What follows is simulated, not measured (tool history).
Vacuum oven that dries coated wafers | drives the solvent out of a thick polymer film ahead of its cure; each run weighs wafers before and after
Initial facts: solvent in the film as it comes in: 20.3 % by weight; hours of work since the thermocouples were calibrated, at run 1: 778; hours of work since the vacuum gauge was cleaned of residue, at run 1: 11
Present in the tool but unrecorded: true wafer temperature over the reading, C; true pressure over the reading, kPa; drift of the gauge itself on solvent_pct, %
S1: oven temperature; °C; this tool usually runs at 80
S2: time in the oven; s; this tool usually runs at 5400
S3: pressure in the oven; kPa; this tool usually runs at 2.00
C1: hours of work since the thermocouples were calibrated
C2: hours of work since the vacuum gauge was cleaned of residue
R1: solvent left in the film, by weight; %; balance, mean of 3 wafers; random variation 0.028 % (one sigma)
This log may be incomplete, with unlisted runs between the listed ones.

run,hour,S1,S2,S3,C1,C2,R1
1,0.0,80,5400,2.00,778,11,1.39
2,25.1,80,5400,2.00,797,30,1.48
3,53.3,80,5400,2.00,819,52,1.43
4,85.8,80,5400,2.00,845,78,1.46
# hour 116.7: oven's thermocouples calibrated
5,121.8,80,5400,2.00,4,104,1.54
6,156.4,80,5400,2.00,31,131,1.50
7,178.0,80,5400,2.00,48,148,1.55
8,200.2,80,5400,2.00,65,165,1.55
9,219.8,80,7260,6.92,81,181,3.77
10,253.2,81,3600,2.73,107,207,2.59
11,284.2,77,6300,3.81,131,231,2.88
12,308.3,77,6300,3.81,150,250,2.92

Predict the results of run 13:
13,344.4,80,6060,2.00,178,278,?

{"run 13": {"R1": 1.36}}
Without the tool's hidden state the same run would have given R1 1.39 %.

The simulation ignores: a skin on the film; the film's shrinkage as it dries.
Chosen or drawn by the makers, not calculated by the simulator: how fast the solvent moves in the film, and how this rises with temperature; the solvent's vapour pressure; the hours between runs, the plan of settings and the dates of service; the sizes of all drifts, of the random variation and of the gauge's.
